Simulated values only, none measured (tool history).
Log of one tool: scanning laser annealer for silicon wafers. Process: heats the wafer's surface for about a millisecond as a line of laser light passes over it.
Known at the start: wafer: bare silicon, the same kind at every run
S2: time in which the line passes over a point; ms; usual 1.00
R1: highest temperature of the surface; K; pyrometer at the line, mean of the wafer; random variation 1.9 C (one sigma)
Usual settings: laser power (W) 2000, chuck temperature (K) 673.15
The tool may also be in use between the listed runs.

Run 1, hour 0.0: usual settings. Result: R1 1464.15 K.
Run 2, hour 24.4: usual settings. Result: R1 1459.15 K.
Run 3, hour 38.4: usual settings. Result: R1 1459.15 K.
Run 4, hour 59.7: usual settings but S2 0.80 ms. Result: R1 1382.15 K.
Run 5, hour 81.8: usual settings but S2 0.80 ms. Result: R1 1378.15 K.
Run 6, hour 112.7: usual settings. Result: R1 1455.15 K.
Run 7, hour 139.7: usual settings but laser power (W) 1829. Result: R1 1391.15 K.
Run 8, hour 163.0: usual settings but laser power (W) 1829. Result: R1 1392.15 K.
Run 9, hour 182.9: usual settings but laser power (W) 1829. Result: R1 1391.15 K.
Run 10, hour 212.5: usual settings but laser power (W) 1829. Result: R1 1390.15 K.
Run 11, hour 231.9: usual settings but laser power (W) 1829. Result: R1 1393.15 K.
Run 12, hour 257.2: usual settings but laser power (W) 1829, chuck temperature (K) 655.15. Result: R1 1368.15 K.
Run 13, hour 284.4: usual settings. Result: R1 1447.15 K.
Run 14, hour 313.8: usual settings. Result: R1 1449.15 K.
Run 15, hour 341.4: usual settings but S2 1.04 ms. Result: R1 1464.15 K.
Run 16, hour 368.2: usual settings but S2 1.04 ms. Result: R1 1461.15 K.
Run 17, hour 385.1: usual settings but chuck temperature (K) 677.15. Result: R1 1454.15 K.
Run 18, hour 405.6: usual settings but S2 0.80 ms. Result: R1 1373.15 K.
Run 19, hour 419.0: usual settings but S2 0.80 ms. Result: R1 1370.15 K.
Run 20, hour 436.0: usual settings. Result: R1 1444.15 K.
At hour 443.0: window over the wafer cleaned.
Run 21, hour 457.1: usual settings. Result: R1 1485.15 K.
Run 22, hour 484.3: usual settings but laser power (W) 1944, S2 1.18 ms, chuck temperature (K) 710.15. Result: R1 1567.15 K.
Run 23, hour 513.1: usual settings but laser power (W) 1944, S2 0.90 ms, chuck temperature (K) 710.15. Result: R1 1460.15 K.
Run 24, hour 543.7: usual settings but laser power (W) 1715, S2 0.79 ms, chuck temperature (K) 697.15. Result: R1 1323.15 K.
Run 25, hour 558.5: usual settings but laser power (W) 1715, S2 0.79 ms, chuck temperature (K) 697.15. Result: R1 1324.15 K.
Run 26, hour 576.3: usual settings but laser power (W) 1898, S2 0.82 ms, chuck temperature (K) 641.15. Result: R1 1342.15 K.
Run 27, hour 596.1: usual settings but laser power (W) 2016, S2 0.77 ms, chuck temperature (K) 652.15. Result: R1 1372.15 K.
Run 28, hour 610.1: usual settings but laser power (W) 1708, S2 0.86 ms, chuck temperature (K) 686.15. Result: R1 1335.15 K.
Run 29, hour 641.7: usual settings but laser power (W) 1708, S2 1.15 ms, chuck temperature (K) 686.15. Result: R1 1428.15 K.
Run 30, hour 673.5: usual settings but S2 0.75 ms. Result: R1 1376.15 K.
Run 31, hour 687.7: usual settings but laser power (W) 1974, S2 0.86 ms, chuck temperature (K) 640.15. Result: R1 1384.15 K.
Run 32, hour 702.5: usual settings but laser power (W) 1709. Result: R1 1365.15 K.
Run 33, hour 721.3: usual settings but laser power (W) 1709. Result: R1 1365.15 K.
Run 34, hour 752.6: usual settings but laser power (W) 1709. Result: R1 1366.15 K.
Run 35, hour 778.2: usual settings but laser power (W) 1845, S2 1.05 ms. Result: R1 1433.15 K.
Run 36, hour 796.5: usual settings but S2 0.83 ms. Result: R1 1408.15 K.
Run 37, hour 810.9: usual settings but laser power (W) 2086, S2 1.01 ms. Result: R1 1517.15 K.
Run 38, hour 824.0: usual settings but laser power (W) 2062, chuck temperature (K) 687.15. Result: R1 1511.15 K.
Run 39, hour 845.8: usual settings but S2 1.07 ms, chuck temperature (K) 694.15. Result: R1 1518.15 K.
Run 40, hour 869.4: usual settings but S2 0.80 ms, chuck temperature (K) 663.15. Result: R1 1384.15 K.
Run 41, hour 900.1: usual settings but S2 0.80 ms, chuck temperature (K) 663.15. Result: R1 1383.15 K.
Run 42, hour 924.3: usual settings but laser power (W) 1839, S2 1.19 ms, chuck temperature (K) 672.15. Result: R1 1471.15 K.

Forecast each of these 3 alternatives for the next run:
Run A, hour 955.6: usual settings but S2 1.15 ms. Result: R1 ?.
Run B, hour 955.6: usual settings but laser power (W) 1839, S2 1.19 ms, chuck temperature (K) 637.15. Result: R1 ?.
Run C, hour 955.6: usual settings but laser power (W) 1846, S2 1.06 ms, chuck temperature (K) 675.15. Result: R1 ?.

run       R1
  A  1524.15
  B  1433.15
  C  1432.15
Without the tool's hidden state the same runs would have given:
run       R1
  A  1553.15
  B  1460.15
  C  1457.15
